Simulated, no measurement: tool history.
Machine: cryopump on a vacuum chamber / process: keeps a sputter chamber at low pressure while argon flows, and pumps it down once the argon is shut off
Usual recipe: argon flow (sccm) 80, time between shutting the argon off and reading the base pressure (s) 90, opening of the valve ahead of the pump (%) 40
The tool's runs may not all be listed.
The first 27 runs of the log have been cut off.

run,hour,argon flow (sccm),time between shutting the argon off and reading the base pressure (s),opening of the valve ahead of the pump (%),hours of work since the pump was warmed up and emptied,hours of work since the cold head was overhauled,hours of work since the chamber's fittings were tightened,pressure while argon flows (Pa),pressure after the wait (uPa)
# hour 2375.5: leaking fittings of the chamber tightened, without venting
28,2456.3,56,29,17,547,4682,61,0.642,3.39
29,2527.4,56,29,17,601,4736,115,0.6413,3.45
30,2586.5,88,55,37,646,4781,160,0.4895,2.36
31,2715.6,88,55,37,744,4879,258,0.4937,2.49
32,2821.2,95,166,58,824,4959,339,0.3663,1.71
33,2904.6,122,20,58,888,5022,402,0.479,5.61
34,2960,34,78,31,930,5065,444,0.2302,2.56
# hour 3064.5: pump warmed up, emptied and cooled again
35,3064.5,34,78,28,0,5140,520,0.2306,2.39

Each row is a separate what-if for the run after 35, all from the same tool condition, not one after another. Results?
A,3120.7,124,90,40,43,5183,562,?,?
B,3120.7,42,78,20,43,5183,562,?,?
C,3120.7,34,73,36,43,5183,562,?,?

run,pressure while argon flows (Pa),pressure after the wait (uPa)
A,0.5997,2.32
B,0.4006,2.46
C,0.1818,2.51
The same runs, with their run-to-run variation unchanged, on a tool lacking any hidden condition would have given:
run,pressure while argon flows (Pa),pressure after the wait (uPa)
A,0.5835,1.23
B,0.3951,1.37
C,0.1774,1.43
